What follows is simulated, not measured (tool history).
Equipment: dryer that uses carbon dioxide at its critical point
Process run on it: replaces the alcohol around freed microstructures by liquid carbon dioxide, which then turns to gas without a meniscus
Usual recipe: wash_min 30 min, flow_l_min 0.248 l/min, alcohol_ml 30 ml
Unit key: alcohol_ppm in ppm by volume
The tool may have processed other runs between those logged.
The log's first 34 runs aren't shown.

run,hour,wash_min,flow_l_min,alcohol_ml,hours of work since the filter was changed,hours of work since the purifier's bed was changed,alcohol_ppm
35,962.9,19,0.208,37,71,403,1322
36,980.3,26,0.208,89,84,416,970
37,1016.5,26,0.208,89,112,444,971
38,1045.8,35,0.208,107,135,467,367
39,1071.0,34,0.282,50,154,486,183
40,1099.6,31,0.248,30,177,509,223
41,1132.6,31,0.248,30,202,534,234
42,1153.9,31,0.248,30,219,551,242
43,1180.7,31,0.248,30,239,571,253
44,1204.1,18,0.222,86,257,589,3257
45,1245.6,30,0.387,28,289,621,222
46,1264.6,30,0.387,28,304,636,228

Below are 4 alternative next runs, each starting from the tool's condition after run 46. Predict each:
A,1283.4,30,0.283,38,319,651,?
B,1283.4,22,0.387,28,319,651,?
C,1283.4,26,0.290,78,319,651,?
D,1283.4,44,0.284,30,319,651,?

run,alcohol_ppm
A,265
B,253
C,395
D,228
Without the tool's hidden state the same runs would have given:
run,alcohol_ppm
A,20
B,17
C,99
D,3
